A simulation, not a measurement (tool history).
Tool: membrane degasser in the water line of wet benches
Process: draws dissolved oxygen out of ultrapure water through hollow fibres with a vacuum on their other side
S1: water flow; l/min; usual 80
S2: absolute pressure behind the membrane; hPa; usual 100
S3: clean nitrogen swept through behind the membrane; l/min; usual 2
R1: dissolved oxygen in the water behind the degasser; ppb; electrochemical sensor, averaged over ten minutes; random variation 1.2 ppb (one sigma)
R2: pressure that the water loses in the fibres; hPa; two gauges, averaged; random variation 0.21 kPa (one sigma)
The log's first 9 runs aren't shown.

-- hour=1640 vacuum gauge calibrated
run 10 hour=1728.7 | S1=80 S2=100 S3=2 | R1=517.2 R2=490
run 11 hour=1970.6 | S1=80 S2=100 S3=2 | R1=518.9 R2=491.3
run 12 hour=2151.4 | S1=80 S2=100 S3=2 | R1=518.7 R2=486
run 13 hour=2400.4 | S1=80 S2=100 S3=2 | R1=520.6 R2=489
run 14 hour=2684.5 | S1=80 S2=100 S3=2 | R1=518.5 R2=489.1
run 15 hour=2833.2 | S1=75 S2=100 S3=2 | R1=493 R2=461.3
run 16 hour=3096.3 | S1=75 S2=100 S3=2 | R1=493.9 R2=459.4
run 17 hour=3305.5 | S1=75 S2=100 S3=2 | R1=496.3 R2=462.3
run 18 hour=3500.1 | S1=60 S2=100 S3=2 | R1=415.5 R2=367.7
-- hour=3667.8 membrane cartridge changed
run 19 hour=3741.2 | S1=60 S2=100 S3=2 | R1=414.2 R2=351.9
run 20 hour=4005.8 | S1=61 S2=113 S3=2 | R1=494.9 R2=354.8
run 21 hour=4207.9 | S1=61 S2=113 S3=1.4 | R1=655.9 R2=355.9
run 22 hour=4482.4 | S1=61 S2=147 S3=2.93 | R1=507.3 R2=358.1
run 23 hour=4680 | S1=61 S2=147 S3=2.93 | R1=504.2 R2=361
run 24 hour=4881.7 | S1=57 S2=65 S3=1.08 | R1=323.9 R2=338.9
run 25 hour=5007.8 | S1=89 S2=152 S3=0.91 | R1=1588 R2=520.2
run 26 hour=5167.6 | S1=122 S2=100 S3=2.52 | R1=609.8 R2=717.9
run 27 hour=5329.4 | S1=54 S2=82 S3=1.22 | R1=421.9 R2=317.3
run 28 hour=5512.7 | S1=121 S2=194 S3=4.61 | R1=844.7 R2=716.6
run 29 hour=5701.9 | S1=112 S2=194 S3=4.61 | R1=793.9 R2=658.4
-- hour=5820.3 seals of the vacuum lines changed
run 30 hour=5972.3 | S1=112 S2=194 S3=4.61 | R1=792.4 R2=658.2
run 31 hour=6199.7 | S1=62 S2=187 S3=2.07 | R1=893.1 R2=370
run 32 hour=6354.7 | S1=62 S2=61 S3=2.07 | R1=186.7 R2=369.5

3 ways to go on from here, each from the tool as it stands after run 32. What would each give?
run A hour=6513.4 | S1=80 S2=107 S3=2.51 | R1=? R2=?
run B hour=6513.4 | S1=49 S2=100 S3=2 | R1=? R2=?
run C hour=6513.4 | S1=82 S2=129 S3=3.46 | R1=? R2=?

run=A R1=482 R2=473.9
run=B R1=354 R2=289.9
run=C R1=483.7 R2=481.2
Without the tool's hidden state the same runs would have given:
run=A R1=476 R2=465.6
run=B R1=349.1 R2=284.8
run=C R1=478.9 R2=472.7
